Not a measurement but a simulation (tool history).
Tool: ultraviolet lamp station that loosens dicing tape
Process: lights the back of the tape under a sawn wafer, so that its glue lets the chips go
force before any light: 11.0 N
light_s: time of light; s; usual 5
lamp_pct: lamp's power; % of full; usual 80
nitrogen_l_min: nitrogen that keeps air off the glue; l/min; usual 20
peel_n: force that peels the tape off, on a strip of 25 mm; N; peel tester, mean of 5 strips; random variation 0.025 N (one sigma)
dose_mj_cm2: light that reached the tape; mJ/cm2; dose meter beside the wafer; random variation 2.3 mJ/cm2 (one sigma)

Run 1, day 0.000: usual settings. Result: peel_n 1.612 N, dose_mj_cm2 204 mJ/cm2.
Run 2, day 3.850: usual settings. Result: peel_n 1.718 N, dose_mj_cm2 203 mJ/cm2.
Run 3, day 5.529: usual settings but light_s 2 s. Result: peel_n 5.331 N, dose_mj_cm2 79 mJ/cm2.
Run 4, day 8.588: usual settings but light_s 2 s. Result: peel_n 5.037 N, dose_mj_cm2 78 mJ/cm2.
Run 5, day 10.400: usual settings but light_s 2 s. Result: peel_n 5.140 N, dose_mj_cm2 78 mJ/cm2.
At day 12.071: window cleaned of glue's vapour.
Run 6, day 13.067: usual settings but light_s 2 s. Result: peel_n 5.448 N, dose_mj_cm2 72 mJ/cm2.
Run 7, day 15.612: usual settings but lamp_pct 78 % of full. Result: peel_n 2.087 N, dose_mj_cm2 179 mJ/cm2.
Run 8, day 19.408: usual settings. Result: peel_n 2.032 N, dose_mj_cm2 184 mJ/cm2.
Run 9, day 22.692: usual settings but nitrogen_l_min 19 l/min. Result: peel_n 2.218 N, dose_mj_cm2 178 mJ/cm2.
Run 10, day 25.217: usual settings but nitrogen_l_min 19 l/min. Result: peel_n 2.179 N, dose_mj_cm2 178 mJ/cm2.
Run 11, day 28.012: usual settings but nitrogen_l_min 19 l/min. Result: peel_n 2.208 N, dose_mj_cm2 175 mJ/cm2.
At day 29.304: window cleaned of glue's vapour.
Run 12, day 31.921: usual settings but nitrogen_l_min 19 l/min. Result: peel_n 1.957 N, dose_mj_cm2 188 mJ/cm2.
Run 13, day 34.092: usual settings but nitrogen_l_min 19 l/min. Result: peel_n 2.048 N, dose_mj_cm2 188 mJ/cm2.
At day 35.075: window cleaned of glue's vapour, once more.
Run 14, day 36.421: usual settings. Result: peel_n 1.929 N, dose_mj_cm2 188 mJ/cm2.
Run 15, day 38.383: usual settings. Result: peel_n 1.984 N, dose_mj_cm2 187 mJ/cm2.
Run 16, day 41.933: usual settings. Result: peel_n 2.053 N, dose_mj_cm2 181 mJ/cm2.
At day 44.500: lamp changed.
Run 17, day 45.504: usual settings. Result: peel_n 1.284 N, dose_mj_cm2 228 mJ/cm2.
Run 18, day 47.921: usual settings but light_s 3 s. Result: peel_n 3.254 N, dose_mj_cm2 135 mJ/cm2.
Run 19, day 51.433: usual settings but light_s 8 s. Result: peel_n 0.466 N, dose_mj_cm2 357 mJ/cm2.
At day 52.517: window cleaned of glue's vapour.
Run 20, day 54.417: usual settings but light_s 4 s, lamp_pct 96 % of full, nitrogen_l_min 11 l/min. Result: peel_n 1.977 N, dose_mj_cm2 224 mJ/cm2.
Run 21, day 56.192: usual settings but light_s 4 s, lamp_pct 77 % of full, nitrogen_l_min 16 l/min. Result: peel_n 2.338 N, dose_mj_cm2 177 mJ/cm2.
Run 22, day 59.579: usual settings but lamp_pct 66 % of full, nitrogen_l_min 13 l/min. Result: peel_n 2.403 N, dose_mj_cm2 184 mJ/cm2.
Run 23, day 61.225: usual settings but nitrogen_l_min 32 l/min. Result: peel_n 1.160 N, dose_mj_cm2 223 mJ/cm2.
Run 24, day 63.004: usual settings but light_s 6 s, nitrogen_l_min 32 l/min. Result: peel_n 0.808 N, dose_mj_cm2 263 mJ/cm2.
Run 25, day 64.804: usual settings but light_s 6 s, nitrogen_l_min 11 l/min. Result: peel_n 1.453 N, dose_mj_cm2 262 mJ/cm2.
Run 26, day 67.138: usual settings but light_s 6 s, nitrogen_l_min 11 l/min. Result: peel_n 1.459 N, dose_mj_cm2 258 mJ/cm2.
At day 69.883: window cleaned of glue's vapour.
Run 27, day 70.500: usual settings but light_s 2 s, lamp_pct 78 % of full, nitrogen_l_min 18 l/min. Result: peel_n 5.076 N, dose_mj_cm2 89 mJ/cm2.
Run 28, day 72.692: usual settings but lamp_pct 90 % of full, nitrogen_l_min 11 l/min. Result: peel_n 1.584 N, dose_mj_cm2 247 mJ/cm2.
Run 29, day 76.492: usual settings but light_s 3 s, lamp_pct 70 % of full, nitrogen_l_min 8 l/min. Result: peel_n 4.669 N, dose_mj_cm2 111 mJ/cm2.
Run 30, day 79.029: usual settings but light_s 3 s, lamp_pct 70 % of full, nitrogen_l_min 8 l/min. Result: peel_n 4.808 N, dose_mj_cm2 109 mJ/cm2.
Run 31, day 82.125: usual settings but lamp_pct 97 % of full, nitrogen_l_min 15 l/min. Result: peel_n 1.289 N, dose_mj_cm2 253 mJ/cm2.
Run 32, day 84.242: usual settings but lamp_pct 95 % of full, nitrogen_l_min 7 l/min. Result: peel_n 2.117 N, dose_mj_cm2 247 mJ/cm2.
Run 33, day 86.367: usual settings but lamp_pct 95 % of full, nitrogen_l_min 7 l/min. Result: peel_n 2.029 N, dose_mj_cm2 238 mJ/cm2.
At day 87.167: window cleaned of glue's vapour.
Run 34, day 89.554: usual settings but lamp_pct 82 % of full, nitrogen_l_min 6 l/min. Result: peel_n 2.642 N, dose_mj_cm2 215 mJ/cm2.
Run 35, day 92.633: usual settings but lamp_pct 71 % of full. Result: peel_n 2.085 N, dose_mj_cm2 186 mJ/cm2.
Run 36, day 96.554: usual settings but light_s 3 s. Result: peel_n 3.369 N, dose_mj_cm2 124 mJ/cm2.
Run 37, day 100.417: usual settings but light_s 9 s, lamp_pct 66 % of full, nitrogen_l_min 10 l/min. Result: peel_n 1.164 N, dose_mj_cm2 293 mJ/cm2.
Run 38, day 103.312: usual settings but light_s 10 s, lamp_pct 81 % of full, nitrogen_l_min 10 l/min. Result: peel_n 0.573 N, dose_mj_cm2 399 mJ/cm2.

3 ways to go on from here, each from the tool as it stands after run 38. What would each give?
At day 104.558: window cleaned of glue's vapour.
Run A, day 105.354: usual settings but lamp_pct 90 % of full. Result: peel_n ?, dose_mj_cm2 ?.
At day 104.558: window cleaned of glue's vapour.
Run B, day 105.354: usual settings but lamp_pct 64 % of full. Result: peel_n ?, dose_mj_cm2 ?.
At day 104.558: window cleaned of glue's vapour.
Run C, day 105.354: usual settings but light_s 10 s, lamp_pct 94 % of full, nitrogen_l_min 7 l/min. Result: peel_n ?, dose_mj_cm2 ?.

run  peel_n  dose_mj_cm2
  A   1.360          228
  B   2.338          162
  C   0.451          477
Without the tool's hidden state the same runs would have given:
run  peel_n  dose_mj_cm2
  A   0.918          273
  B   1.752          193
  C   0.265          570
